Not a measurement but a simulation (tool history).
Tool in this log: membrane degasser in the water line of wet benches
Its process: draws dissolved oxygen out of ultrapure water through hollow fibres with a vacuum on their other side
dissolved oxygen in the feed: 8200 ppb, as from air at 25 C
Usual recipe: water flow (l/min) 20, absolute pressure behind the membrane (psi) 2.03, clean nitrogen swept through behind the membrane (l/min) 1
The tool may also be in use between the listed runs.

run,hour,water flow (l/min),absolute pressure behind the membrane (psi),clean nitrogen swept through behind the membrane (l/min),dissolved oxygen in the water behind the degasser (ppb),pressure that the water loses in the fibres (psi)
1,0,20,2.03,1,475,9.162
2,169.1,20,2.03,2.47,213.3,9.207
3,257.7,20,2.03,0.58,731.7,9.175
4,420.1,20,2.03,0.58,733.5,9.198
5,561,20,2.03,1,475.3,9.207
6,644.2,20,3.35,1,838.9,9.182
7,770.7,20,2.03,1,479.2,9.261
8,914.2,20,2.03,1,477.9,9.168
9,1068.5,20,2.03,1,482.5,9.243
10,1200.8,20,2.03,0.62,709.4,9.232
11,1308.2,28,1.31,1,363.8,12.932
12,1508.5,30,3.02,1,1033.8,13.755
13,1598,30,3.02,1,1041.7,13.847
14,1774.2,16,2.45,1.64,319.1,7.406
# hour 1806.2: vacuum gauge calibrated
# hour 1855.9: seals of the vacuum lines changed
15,1937.6,16,2.45,1.64,305.6,7.384

Forecast each of these 4 alternatives for the next run:
A,2063.9,20,1.28,1,?,?
B,2063.9,30,3.32,0.56,?,?
C,2063.9,20,4.83,1,?,?
D,2063.9,15,4.47,1.68,?,?

run,dissolved oxygen in the water behind the degasser (ppb),pressure that the water loses in the fibres (psi)
A,248.2,9.217
B,1670.4,13.848
C,1174.6,9.165
D,553.1,6.934
Take away the tool's hidden state, keep each run's random variation, and the runs would have read:
run,dissolved oxygen in the water behind the degasser (ppb),pressure that the water loses in the fibres (psi)
A,246.9,8.971
B,1667.4,13.475
C,1173.4,8.918
D,552.5,6.749
